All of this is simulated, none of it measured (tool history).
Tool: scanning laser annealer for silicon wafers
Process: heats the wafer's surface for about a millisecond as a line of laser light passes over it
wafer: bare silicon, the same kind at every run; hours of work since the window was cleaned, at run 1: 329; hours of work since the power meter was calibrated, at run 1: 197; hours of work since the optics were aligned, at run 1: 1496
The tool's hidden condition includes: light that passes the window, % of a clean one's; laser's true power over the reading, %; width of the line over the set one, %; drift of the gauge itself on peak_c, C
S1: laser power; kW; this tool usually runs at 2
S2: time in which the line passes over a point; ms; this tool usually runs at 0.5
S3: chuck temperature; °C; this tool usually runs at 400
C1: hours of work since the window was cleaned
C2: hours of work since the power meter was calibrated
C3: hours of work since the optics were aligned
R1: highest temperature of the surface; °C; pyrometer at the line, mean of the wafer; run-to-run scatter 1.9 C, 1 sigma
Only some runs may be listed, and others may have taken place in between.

run 1 hour=0 | S1=2 S2=0.5 S3=400 | C1=329 C2=197 C3=1496 | R1=1156
run 2 hour=9.5 | S1=2 S2=0.5 S3=400 | C1=335 C2=203 C3=1502 | R1=1154
run 3 hour=18.8 | S1=2 S2=0.5 S3=400 | C1=340 C2=208 C3=1507 | R1=1154
run 4 hour=32.9 | S1=2 S2=0.5 S3=400 | C1=348 C2=215 C3=1515 | R1=1152
run 5 hour=38.7 | S1=2 S2=0.5 S3=400 | C1=351 C2=219 C3=1518 | R1=1153
run 6 hour=44.5 | S1=1.915 S2=0.5 S3=400 | C1=354 C2=222 C3=1521 | R1=1114
run 7 hour=50.4 | S1=1.915 S2=0.5 S3=400 | C1=357 C2=225 C3=1524 | R1=1114
run 8 hour=63 | S1=1.915 S2=0.5 S3=400 | C1=364 C2=232 C3=1531 | R1=1110
run 9 hour=71.5 | S1=1.915 S2=0.438 S3=400 | C1=369 C2=237 C3=1536 | R1=1062
run 10 hour=84.3 | S1=1.915 S2=0.438 S3=400 | C1=376 C2=244 C3=1543 | R1=1060
run 11 hour=96.9 | S1=1.915 S2=0.438 S3=400 | C1=383 C2=251 C3=1550 | R1=1060
run 12 hour=107.7 | S1=1.915 S2=0.438 S3=400 | C1=389 C2=257 C3=1556 | R1=1057
run 13 hour=121.2 | S1=1.915 S2=0.438 S3=400 | C1=396 C2=264 C3=1563 | R1=1060
run 14 hour=133.5 | S1=2 S2=0.5 S3=439 | C1=403 C2=271 C3=1570 | R1=1187
run 15 hour=141 | S1=2 S2=0.5 S3=439 | C1=407 C2=275 C3=1574 | R1=1188
run 16 hour=149.7 | S1=2 S2=0.5 S3=439 | C1=412 C2=280 C3=1579 | R1=1191
run 17 hour=156 | S1=2 S2=0.406 S3=422 | C1=416 C2=283 C3=1583 | R1=1088
run 18 hour=165.3 | S1=2 S2=0.406 S3=422 | C1=421 C2=289 C3=1588 | R1=1088
run 19 hour=177.6 | S1=1.79 S2=0.537 S3=400 | C1=427 C2=295 C3=1594 | R1=1077
run 20 hour=184.6 | S1=1.864 S2=0.526 S3=367 | C1=431 C2=299 C3=1598 | R1=1067
run 21 hour=191.3 | S1=1.718 S2=0.415 S3=406 | C1=435 C2=303 C3=1602 | R1=956
-- hour=194.4 window over the wafer cleaned
run 22 hour=201.6 | S1=1.718 S2=0.415 S3=406 | C1=4 C2=307 C3=1607 | R1=937
run 23 hour=214.3 | S1=1.718 S2=0.415 S3=406 | C1=11 C2=314 C3=1614 | R1=934
run 24 hour=226.8 | S1=1.868 S2=0.407 S3=400 | C1=18 C2=321 C3=1620 | R1=983
run 25 hour=235.3 | S1=1.868 S2=0.407 S3=400 | C1=23 C2=326 C3=1625 | R1=983
run 26 hour=244 | S1=1.765 S2=0.611 S3=400 | C1=27 C2=331 C3=1630 | R1=1082
run 27 hour=254.6 | S1=1.765 S2=0.611 S3=400 | C1=33 C2=337 C3=1636 | R1=1080
run 28 hour=262.4 | S1=1.874 S2=0.394 S3=400 | C1=38 C2=341 C3=1640 | R1=971
run 29 hour=269.6 | S1=1.999 S2=0.459 S3=425 | C1=42 C2=345 C3=1644 | R1=1102
-- hour=273.7 window over the wafer cleaned, once more
run 30 hour=284.5 | S1=2.056 S2=0.602 S3=397 | C1=6 C2=352 C3=1651 | R1=1302
run 31 hour=291 | S1=2.056 S2=0.602 S3=397 | C1=10 C2=356 C3=1655 | R1=1307

Run 32, settings as shown, results not yet in. Your forecast:
run 32 hour=302.1 | S1=2.094 S2=0.355 S3=402 | C1=16 C2=362 C3=1661 | R1=?

Run 32 yielded R1 1090 °C.
On a tool with no hidden condition, and with the same random variation, this run would have come out at R1 1109 °C.
